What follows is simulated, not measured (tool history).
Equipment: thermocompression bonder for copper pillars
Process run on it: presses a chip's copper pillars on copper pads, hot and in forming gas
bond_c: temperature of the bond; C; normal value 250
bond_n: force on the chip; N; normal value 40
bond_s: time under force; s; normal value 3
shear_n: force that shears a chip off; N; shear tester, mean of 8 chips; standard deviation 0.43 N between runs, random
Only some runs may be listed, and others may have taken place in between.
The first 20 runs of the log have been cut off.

run,hour,bond_c,bond_n,bond_s,hours of work since the heater was calibrated,hours of work since the force cell was calibrated,hours of work since the gas filter was changed,shear_n
21,637.3,227,38,3,342,198,282,74.1
22,678.1,228,40,2,367,223,307,68.3
23,709.4,228,40,2,387,242,326,68.4
24,733.3,243,40,3,401,257,341,87.6
25,760.4,241,27,2,418,274,358,63.0
26,794.4,241,27,2,439,295,379,63.3
27,825.1,251,57,8,458,314,398,119.8
28,852.4,267,57,7,475,331,415,121.7
29,874.4,279,52,3,489,345,429,115.6
# hour 908.4: forming gas filter changed
30,912.9,258,26,5,512,368,3,97.1
31,937.2,258,26,5,527,383,18,97.1
32,962.3,224,26,7,543,399,33,81.3
33,992.5,242,40,3,562,418,52,90.5
34,1039.9,242,40,2,591,447,82,79.6
35,1064.4,230,56,2,606,462,97,84.1
36,1091.6,230,56,2,623,479,114,84.1
37,1124.2,230,56,2,643,499,134,85.1
38,1155.7,250,40,2,663,519,153,85.4
39,1200.3,232,40,3,691,547,181,82.0

Branching from run 39: 5 alternative next runs. What would each branch give?
A,1230.0,247,40,3,709,565,199,?
B,1230.0,226,56,3,709,565,199,?
C,1230.0,223,28,2,709,565,199,?
D,1230.0,250,40,4,709,565,199,?
E,1230.0,254,24,4,709,565,199,?

run,shear_n
A,93.5
B,90.1
C,54.0
D,100.9
E,85.6
The same runs, with their run-to-run variation unchanged, on a tool lacking any hidden condition would have given:
run,shear_n
A,91.2
B,87.1
C,51.0
D,99.1
E,83.3

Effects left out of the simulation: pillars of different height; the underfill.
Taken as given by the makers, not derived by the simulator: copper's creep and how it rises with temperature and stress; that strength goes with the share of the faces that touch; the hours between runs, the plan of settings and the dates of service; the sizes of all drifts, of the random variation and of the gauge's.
